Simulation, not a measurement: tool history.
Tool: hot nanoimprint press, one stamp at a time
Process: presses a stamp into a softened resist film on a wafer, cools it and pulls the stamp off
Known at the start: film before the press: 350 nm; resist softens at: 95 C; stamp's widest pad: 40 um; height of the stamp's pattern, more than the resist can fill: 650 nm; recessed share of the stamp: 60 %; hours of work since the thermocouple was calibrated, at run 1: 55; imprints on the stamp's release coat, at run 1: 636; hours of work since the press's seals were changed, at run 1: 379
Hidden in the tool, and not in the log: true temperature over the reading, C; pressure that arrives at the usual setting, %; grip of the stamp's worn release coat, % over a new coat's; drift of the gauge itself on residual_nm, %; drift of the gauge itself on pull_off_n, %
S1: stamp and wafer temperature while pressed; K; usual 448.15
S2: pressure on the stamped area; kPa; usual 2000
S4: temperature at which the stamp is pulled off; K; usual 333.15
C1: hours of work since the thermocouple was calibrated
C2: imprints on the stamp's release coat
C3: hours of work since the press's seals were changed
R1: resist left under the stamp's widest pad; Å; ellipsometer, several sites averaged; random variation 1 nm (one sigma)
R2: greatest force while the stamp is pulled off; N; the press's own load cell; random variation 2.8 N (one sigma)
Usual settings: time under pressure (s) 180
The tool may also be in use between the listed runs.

{"run": 1, "hour": 0.0, "S1": 448.15, "S2": 2000, "time under pressure (s)": 180, "S4": 333.15, "C1": 55, "C2": 636, "C3": 379, "R1": 1528, "R2": 163}
{"run": 2, "hour": 67.1, "S1": 448.15, "S2": 2000, "time under pressure (s)": 180, "S4": 333.15, "C1": 107, "C2": 1000, "C3": 431, "R1": 1523, "R2": 180}
{"hour": 77.6, "done": "stamp cleaned and given a new release coat"}
{"run": 3, "hour": 120.6, "S1": 448.15, "S2": 2000, "time under pressure (s)": 180, "S4": 333.15, "C1": 144, "C2": 233, "C3": 468, "R1": 1528, "R2": 144}
{"run": 4, "hour": 157.3, "S1": 448.15, "S2": 2850, "time under pressure (s)": 180, "S4": 333.15, "C1": 173, "C2": 432, "C3": 496, "R1": 1253, "R2": 154}
{"run": 5, "hour": 186.2, "S1": 448.15, "S2": 2850, "time under pressure (s)": 180, "S4": 333.15, "C1": 195, "C2": 589, "C3": 519, "R1": 1239, "R2": 163}
{"run": 6, "hour": 239.6, "S1": 448.15, "S2": 2850, "time under pressure (s)": 180, "S4": 333.15, "C1": 236, "C2": 878, "C3": 560, "R1": 1228, "R2": 167}
{"hour": 272.3, "done": "stamp cleaned and given a new release coat"}
{"run": 7, "hour": 301.6, "S1": 448.15, "S2": 2850, "time under pressure (s)": 180, "S4": 333.15, "C1": 280, "C2": 159, "C3": 603, "R1": 1226, "R2": 133}
{"run": 8, "hour": 337.8, "S1": 448.15, "S2": 2000, "time under pressure (s)": 97, "S4": 333.15, "C1": 308, "C2": 355, "C3": 632, "R1": 1839, "R2": 149}
{"run": 9, "hour": 402.5, "S1": 448.15, "S2": 2000, "time under pressure (s)": 97, "S4": 333.15, "C1": 358, "C2": 706, "C3": 682, "R1": 1835, "R2": 166}
{"run": 10, "hour": 454.0, "S1": 448.15, "S2": 2000, "time under pressure (s)": 211, "S4": 333.15, "C1": 398, "C2": 986, "C3": 722, "R1": 1406, "R2": 174}
{"hour": 468.0, "done": "stamp cleaned and given a new release coat"}
{"run": 11, "hour": 499.3, "S1": 448.15, "S2": 2000, "time under pressure (s)": 211, "S4": 333.15, "C1": 429, "C2": 170, "C3": 752, "R1": 1381, "R2": 131}
{"run": 12, "hour": 532.7, "S1": 448.15, "S2": 2000, "time under pressure (s)": 180, "S4": 333.15, "C1": 455, "C2": 351, "C3": 778, "R1": 1468, "R2": 147}
{"run": 13, "hour": 595.7, "S1": 448.15, "S2": 2000, "time under pressure (s)": 180, "S4": 333.15, "C1": 504, "C2": 693, "C3": 827, "R1": 1462, "R2": 163}
{"run": 14, "hour": 630.2, "S1": 448.15, "S2": 2000, "time under pressure (s)": 120, "S4": 318.15, "C1": 530, "C2": 880, "C3": 854, "R1": 1654, "R2": 217}
{"hour": 661.5, "done": "stamp cleaned and given a new release coat"}
{"hour": 680.2, "done": "plate thermocouple calibrated"}
{"run": 15, "hour": 697.4, "S1": 454.15, "S2": 2210, "time under pressure (s)": 338, "S4": 322.15, "C1": 13, "C2": 178, "C3": 899, "R1": 998, "R2": 172}
{"run": 16, "hour": 751.6, "S1": 450.15, "S2": 1530, "time under pressure (s)": 319, "S4": 339.15, "C1": 55, "C2": 472, "C3": 941, "R1": 1410, "R2": 136}
{"run": 17, "hour": 815.7, "S1": 450.15, "S2": 1530, "time under pressure (s)": 319, "S4": 339.15, "C1": 105, "C2": 820, "C3": 991, "R1": 1394, "R2": 149}
{"hour": 856.0, "done": "stamp cleaned and given a new release coat"}
{"run": 18, "hour": 868.5, "S1": 450.15, "S2": 2420, "time under pressure (s)": 261, "S4": 339.15, "C1": 141, "C2": 67, "C3": 1027, "R1": 1141, "R2": 121}
{"run": 19, "hour": 928.0, "S1": 455.15, "S2": 3060, "time under pressure (s)": 168, "S4": 327.15, "C1": 188, "C2": 390, "C3": 1073, "R1": 1021, "R2": 163}
{"run": 20, "hour": 978.4, "S1": 460.15, "S2": 2000, "time under pressure (s)": 224, "S4": 333.15, "C1": 227, "C2": 664, "C3": 1112, "R1": 1015, "R2": 164}
{"run": 21, "hour": 1037.9, "S1": 448.15, "S2": 1650, "time under pressure (s)": 123, "S4": 321.15, "C1": 273, "C2": 987, "C3": 1159, "R1": 1888, "R2": 223}
{"hour": 1047.4, "done": "stamp cleaned and given a new release coat"}
{"run": 22, "hour": 1100.1, "S1": 448.15, "S2": 2970, "time under pressure (s)": 123, "S4": 321.15, "C1": 317, "C2": 286, "C3": 1202, "R1": 1378, "R2": 178}
{"run": 23, "hour": 1150.4, "S1": 448.15, "S2": 2970, "time under pressure (s)": 123, "S4": 321.15, "C1": 356, "C2": 559, "C3": 1241, "R1": 1376, "R2": 190}
{"hour": 1215.4, "done": "press's hydraulic seals changed and the load cell set to zero"}
{"run": 24, "hour": 1224.3, "S1": 448.15, "S2": 2380, "time under pressure (s)": 123, "S4": 321.15, "C1": 407, "C2": 916, "C3": 7, "R1": 1532, "R2": 216}
{"hour": 1247.8, "done": "stamp cleaned and given a new release coat"}
{"run": 25, "hour": 1287.3, "S1": 448.15, "S2": 2380, "time under pressure (s)": 123, "S4": 321.15, "C1": 451, "C2": 214, "C3": 51, "R1": 1499, "R2": 168}

Forecast each of these 4 alternatives for the next run:
{"run": "A", "hour": 1314.8, "S1": 441.15, "S2": 2000, "time under pressure (s)": 180, "S4": 333.15, "C1": 472, "C2": 363, "C3": 72, "R1": "?", "R2": "?"}
{"run": "B", "hour": 1314.8, "S1": 442.15, "S2": 2380, "time under pressure (s)": 123, "S4": 341.15, "C1": 472, "C2": 363, "C3": 72, "R1": "?", "R2": "?"}
{"run": "C", "hour": 1314.8, "S1": 451.15, "S2": 2380, "time under pressure (s)": 123, "S4": 321.15, "C1": 472, "C2": 363, "C3": 72, "R1": "?", "R2": "?"}
{"run": "D", "hour": 1314.8, "S1": 448.15, "S2": 1920, "time under pressure (s)": 180, "S4": 333.15, "C1": 472, "C2": 363, "C3": 72, "R1": "?", "R2": "?"}

run=A R1=1779 R2=142
run=B R1=1784 R2=121
run=C R1=1383 R2=171
run=D R1=1491 R2=138
Without the tool's hidden state the same runs would have given:
run=A R1=1883 R2=131
run=B R1=1886 R2=112
run=C R1=1460 R2=157
run=D R1=1577 R2=127
